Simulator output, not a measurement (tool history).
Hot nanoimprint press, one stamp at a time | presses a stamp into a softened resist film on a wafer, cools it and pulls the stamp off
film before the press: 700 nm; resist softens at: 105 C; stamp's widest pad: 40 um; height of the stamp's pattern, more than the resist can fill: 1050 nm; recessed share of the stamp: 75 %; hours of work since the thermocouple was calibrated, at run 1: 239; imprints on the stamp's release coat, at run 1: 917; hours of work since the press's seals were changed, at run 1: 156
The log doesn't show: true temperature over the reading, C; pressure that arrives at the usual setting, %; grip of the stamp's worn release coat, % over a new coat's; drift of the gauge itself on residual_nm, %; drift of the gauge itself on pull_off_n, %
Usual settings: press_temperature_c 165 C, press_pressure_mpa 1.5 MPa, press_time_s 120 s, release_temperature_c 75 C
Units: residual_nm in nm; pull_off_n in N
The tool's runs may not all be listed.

run	day	press_temperature_c	press_pressure_mpa	press_time_s	release_temperature_c	hours of work since the thermocouple was calibrated	imprints on the stamp's release coat	hours of work since the press's seals were changed	residual_nm	pull_off_n
1	0	165	1.5	120	75	239	917	156	313.5	183
2	0.679	165	1.5	82	75	249	950	166	362.2	176
3	1.6	165	1.5	120	75	263	995	180	315.9	182
4	2.325	165	1.5	120	61	274	1031	191	317.4	201
5	3.85	165	1.11	120	75	296	1106	213	354	180
6	4.958	165	1.11	120	75	312	1160	229	356.3	178
7	6.117	165	1.11	120	75	329	1217	246	355	185
8	7.679	165	1.5	120	63	352	1293	269	314.7	206
9	8.596	165	1.5	102	63	366	1338	283	333.6	205
10	9.329	165	1.5	102	63	377	1374	294	336.7	206
# day 9.692: plate thermocouple calibrated
11	10.358	165	1.5	102	63	10	1418	307	334.7	201
12	11.025	165	1.5	83	63	20	1451	317	361.3	204
13	12.546	165	1.5	83	63	42	1526	339	360.9	194
14	13.55	165	1.5	83	63	57	1575	354	359.5	199
15	14.712	165	1.5	83	73	74	1632	371	359.5	181
16	16.25	159	2.27	195	61	96	1707	394	291.8	201
17	17.667	159	1.24	195	77	117	1776	414	375.7	178
18	19.062	159	1.24	195	73	138	1845	435	377	190
19	19.888	165	1.09	70	75	150	1885	447	426.7	185
20	21.258	165	0.95	213	63	170	1952	467	308	207
21	22.242	165	0.95	213	63	185	2000	482	306.3	201
22	23.179	157	0.9	213	82	198	2047	496	444.1	175
23	24.475	177	1.5	83	75	217	2110	515	214.8	178
24	25.467	177	1.5	83	75	232	2159	529	213.3	182
25	26.521	161	1.5	84	72	248	2210	545	426.7	190
26	27.9	165	1.5	155	64	268	2278	565	282.9	198
27	29.242	172	0.92	155	70	288	2343	585	255.4	189
28	30.762	168	1.5	120	75	310	2418	607	271.7	185
# day 32.408: stamp cleaned and given a new release coat
29	32.429	168	1.5	120	75	331	1	628	271.9	180

Hidden state at the last listed run before each entry between runs and at the first one after, where it differs:
Between runs 10 and 11: plate thermocouple calibrated (day 9.692)
  true temperature over the reading, C: -0.04 -> 0; pressure that arrives at the usual setting, %: 99.93 -> 99.92
Between runs 28 and 29: stamp cleaned and given a new release coat (day 32.408)
  pressure that arrives at the usual setting, %: 99.85 -> 99.84; grip of the stamp's worn release coat, % over a new coat's: 1.4 -> 0
